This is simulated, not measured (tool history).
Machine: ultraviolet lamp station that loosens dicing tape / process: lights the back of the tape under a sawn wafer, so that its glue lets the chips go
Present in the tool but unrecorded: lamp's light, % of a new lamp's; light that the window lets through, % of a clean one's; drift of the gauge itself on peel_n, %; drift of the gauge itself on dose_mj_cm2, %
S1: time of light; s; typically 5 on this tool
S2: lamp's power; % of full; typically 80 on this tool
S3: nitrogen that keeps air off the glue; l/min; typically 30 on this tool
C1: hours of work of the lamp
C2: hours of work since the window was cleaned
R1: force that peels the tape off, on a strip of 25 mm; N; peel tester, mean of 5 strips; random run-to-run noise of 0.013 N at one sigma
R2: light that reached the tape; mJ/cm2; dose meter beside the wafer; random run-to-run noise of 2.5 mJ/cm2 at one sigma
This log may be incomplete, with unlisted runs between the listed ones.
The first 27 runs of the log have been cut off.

run	day	S1	S2	S3	C1	C2	R1	R2
28	42.746	6	93	12	654	422	1.434	285
29	44.908	6	93	12	682	451	1.547	279
30	47.038	6	93	12	710	479	1.613	274
31	48.629	6	93	12	731	499	1.653	269
# day 49.671: window cleaned of glue's vapour
32	50.1	6	93	12	750	6	1.304	310
33	52.033	6	93	12	775	31	1.334	305
34	54.267	9	83	42	804	60	0.23	397
35	56.262	5	67	30	831	86	1.795	174
36	58.188	2	64	30	856	112	5.46	64
37	59.154	7	91	42	868	124	0.369	327
38	61.404	4	80	14	898	154	3.352	155
39	63.408	4	80	14	924	180	3.176	158
40	65.404	4	80	14	950	206	3.382	154
41	66.838	4	81	46	969	225	1.739	154
42	69.058	2	80	25	998	254	5.263	72
43	70.267	4	80	30	1014	270	2.464	142

Below are 4 alternative next runs, each starting from the tool's condition after run 43. Predict each:
A	72.038	5	67	30	1037	293	?	?
B	72.038	5	91	30	1037	293	?	?
C	72.038	5	66	30	1037	293	?	?
D	72.038	2	80	30	1037	293	?	?

run	R1	R2
A	2.312	148
B	1.436	200
C	2.353	148
D	5.135	70
Without the tool's unlogged condition, the same runs would have read:
run	R1	R2
A	0.901	245
B	0.464	333
C	0.928	245
D	3.178	117

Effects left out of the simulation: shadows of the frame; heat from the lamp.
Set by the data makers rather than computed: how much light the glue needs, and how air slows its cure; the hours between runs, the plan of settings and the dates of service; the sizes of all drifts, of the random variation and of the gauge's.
